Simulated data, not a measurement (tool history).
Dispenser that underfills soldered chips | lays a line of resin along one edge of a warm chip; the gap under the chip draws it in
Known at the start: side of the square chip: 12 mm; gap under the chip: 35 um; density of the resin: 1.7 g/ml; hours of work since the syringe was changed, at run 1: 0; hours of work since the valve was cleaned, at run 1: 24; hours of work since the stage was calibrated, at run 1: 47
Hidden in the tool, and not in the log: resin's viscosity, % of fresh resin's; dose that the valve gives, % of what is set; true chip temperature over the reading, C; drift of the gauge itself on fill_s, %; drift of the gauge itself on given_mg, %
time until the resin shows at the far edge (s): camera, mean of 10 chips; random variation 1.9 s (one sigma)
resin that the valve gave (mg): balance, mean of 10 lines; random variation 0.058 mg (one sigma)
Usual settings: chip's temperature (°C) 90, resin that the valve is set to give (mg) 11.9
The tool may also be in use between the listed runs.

run   hour  chip's temperature (°C)  resin that the valve is set to give (mg)  hours of work since the syringe was changed  hours of work since the valve was cleaned  hours of work since the stage was calibrated  time until the resin shows at the far edge (s)  resin that the valve gave (mg)
  1      0                       90                                      11.9                                            0                                         24                                            47                                             197                           11.53
  2    6.4                       90                                      11.9                                            5                                         29                                            51                                           237.6                           11.54
       8.4  -- new syringe of resin
  3     12                       90                                      11.9                                            3                                         33                                            55                                           218.9                           11.55
      16.7  -- new syringe of resin
  4   20.1                       90                                      11.9                                            2                                         38                                            61                                           215.5                           11.52
      24.9  -- new syringe of resin
  5   26.7                       90                                      14.7                                            1                                         43                                            65                                           192.9                           14.11
      33.2  -- new syringe of resin
  6   35.2                       86                                      11.9                                            1                                         48                                            71                                           237.7                           11.36
      41.8  -- new syringe of resin
  7   43.1                       86                                      11.9                                            1                                         54                                            76                                           236.2                           11.27
  8   48.3                       90                                      13.7                                            5                                         57                                            80                                           237.3                              13
      50.4  -- new syringe of resin
  9     54                       90                                      13.7                                            3                                         61                                            84                                           214.3                           12.93
      58.8  -- new syringe of resin
 10   61.5                       90                                      13.7                                            2                                         66                                            89                                           204.8                           12.76
 11   66.2                       90                                      13.7                                            5                                         70                                            92                                           240.2                           12.76
      67.3  -- new syringe of resin
 12   70.4                       90                                      13.7                                            2                                         73                                            95                                           207.7                           12.78
      75.7  -- new syringe of resin
 13   78.7                       90                                      11.4                                            2                                         78                                           101                                           217.2                           10.57
      84.6  -- new syringe of resin
 14   87.9                       90                                      15.1                                            2                                         85                                           107                                           207.9                           13.97
        93  -- new syringe of resin
 15   95.1                       90                                      15.1                                            1                                         89                                           112                                           201.8                           13.77
 16  100.1                       90                                      10.8                                            5                                         93                                           116                                           253.6                            9.84
     101.6  -- new syringe of resin
 17  106.6                       90                                      10.8                                            4                                         97                                           120                                             241                            9.82
     110.2  -- new syringe of resin
 18  115.9                       81                                      10.8                                            4                                        104                                           126                                           348.1                            9.77
     117.6  -- dispensing valve cleaned and set on the balance
     119.8  -- new syringe of resin
 19  121.4                       97                                        14                                            1                                          2                                           129                                           159.2                           14.04
 20  126.6                       99                                      11.3                                            5                                          6                                           133                                           177.1                           11.29
     128.1  -- new syringe of resin
 21  134.1                       96                                      15.1                                            4                                         11                                           138                                           183.3                           14.91
     136.7  -- new syringe of resin
 22  140.7                       82                                      12.6                                            3                                         16                                           143                                             288                           12.36
     145.2  -- new syringe of resin
 23  149.9                       82                                      12.2                                            3                                         22                                           149                                           307.5                           11.95
     153.8  -- new syringe of resin
 24  155.8                       82                                      12.2                                            1                                         26                                           153                                           282.4                            11.9
 25  159.6                       84                                      14.3                                            4                                         29                                           156                                           294.5                           13.92
     162.7  -- new syringe of resin
 26  165.8                       84                                      14.3                                            2                                         33                                           160                                           261.3                           13.82
     171.3  -- new syringe of resin
 27    172                       98                                      10.1                                            0                                         37                                           164                                           156.6                            9.72
 28  176.1                       89                                      14.7                                            3                                         40                                           167                                             232                           14.07
     179.6  -- new syringe of resin
 29  185.1                       86                                      13.3                                            4                                         46                                           173                                           265.8                           12.79
     188.1  -- new syringe of resin
 30  193.2                       83                                        11                                            4                                         52                                           179                                             308                           10.46
     196.4  -- new syringe of resin
 31  197.4                       76                                      13.4                                            1                                         55                                           181                                           340.1                           12.78
     204.9  -- new syringe of resin
 32  205.4                       77                                      11.8                                            0                                         60                                           187                                           331.2                           11.18
     213.5  -- new syringe of resin
 33  213.6                      103                                        12                                            0                                         66                                           193                                           125.1                           11.37
     221.8  -- new syringe of resin
 34  222.7                       99                                      14.3                                            1                                         72                                           199                                           144.6                           13.37
     230.1  -- new syringe of resin
 35  231.6                       94                                      11.2                                            1                                         78                                           205                                           189.9                           10.34

Hidden state or all else? Some run-to-run changes of time until the resin shows at the far edge (s), split into what the settings, what came in and random variation would give without the hidden state, and what is left for the hidden state (with any gauge scatter that isn't in both results):
Run 1 -> 2: no setting changed, nothing entered. time until the resin shows at the far edge (s) +40.6: hidden state +44.7, all else -4.1.
Run 15 -> 16: resin that the valve is set to give (mg) 15.1 -> 10.8. time until the resin shows at the far edge (s) +51.8: hidden state +44.9, all else +6.9.
Run 17 -> 18: chip's temperature (°C) 90 -> 81, new syringe of resin. time until the resin shows at the far edge (s) +107.1: hidden state +29.8, all else +77.3.
Run 18 -> 19: chip's temperature (°C) 81 -> 97, resin that the valve is set to give (mg) 10.8 -> 14, dispensing valve cleaned and set on the balance, new syringe of resin. time until the resin shows at the far edge (s) -188.9: hidden state -63.2, all else -125.7.
Run 32 -> 33: chip's temperature (°C) 77 -> 103, resin that the valve is set to give (mg) 11.8 -> 12, new syringe of resin. time until the resin shows at the far edge (s) -206.1: hidden state -19.2, all else -186.9.

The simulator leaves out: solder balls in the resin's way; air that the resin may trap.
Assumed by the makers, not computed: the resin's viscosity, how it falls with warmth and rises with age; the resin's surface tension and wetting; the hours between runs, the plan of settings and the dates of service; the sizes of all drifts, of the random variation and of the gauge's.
